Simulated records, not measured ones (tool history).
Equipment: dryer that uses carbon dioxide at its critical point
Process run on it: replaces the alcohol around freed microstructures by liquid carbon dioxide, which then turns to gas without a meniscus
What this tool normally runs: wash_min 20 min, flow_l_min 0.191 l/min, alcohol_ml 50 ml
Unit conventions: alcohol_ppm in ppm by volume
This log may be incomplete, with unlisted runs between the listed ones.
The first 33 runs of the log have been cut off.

run,hour,wash_min,flow_l_min,alcohol_ml,hours of work since the filter was changed,hours of work since the purifier's bed was changed,alcohol_ppm
34,1370.5,26,0.182,68,242,645,348
35,1399.8,20,0.191,25,259,661,416
36,1457.1,20,0.191,25,291,694,448
37,1484.8,31,0.234,27,307,709,42
38,1523.7,17,0.309,50,329,731,205
# hour 1532.6: inlet filter changed
39,1563.1,13,0.306,48,17,753,417
40,1615.6,16,0.125,86,47,783,10530
41,1654.8,16,0.125,48,69,805,5867
42,1706.7,16,0.125,48,98,834,6192
43,1762.4,16,0.115,48,130,865,7710

Below are 5 alternative next runs, each starting from the tool's condition after run 43. Predict each:
A,1820.5,16,0.115,38,163,898,?
B,1820.5,13,0.137,50,163,898,?
C,1820.5,16,0.135,48,163,898,?
D,1820.5,12,0.115,21,163,898,?
E,1820.5,12,0.191,38,163,898,?

run,alcohol_ppm
A,6562
B,9266
C,5166
D,6517
E,3752
What these runs would have given with no unlogged condition in the tool:
run,alcohol_ppm
A,5534
B,7873
C,4232
D,5728
E,3036

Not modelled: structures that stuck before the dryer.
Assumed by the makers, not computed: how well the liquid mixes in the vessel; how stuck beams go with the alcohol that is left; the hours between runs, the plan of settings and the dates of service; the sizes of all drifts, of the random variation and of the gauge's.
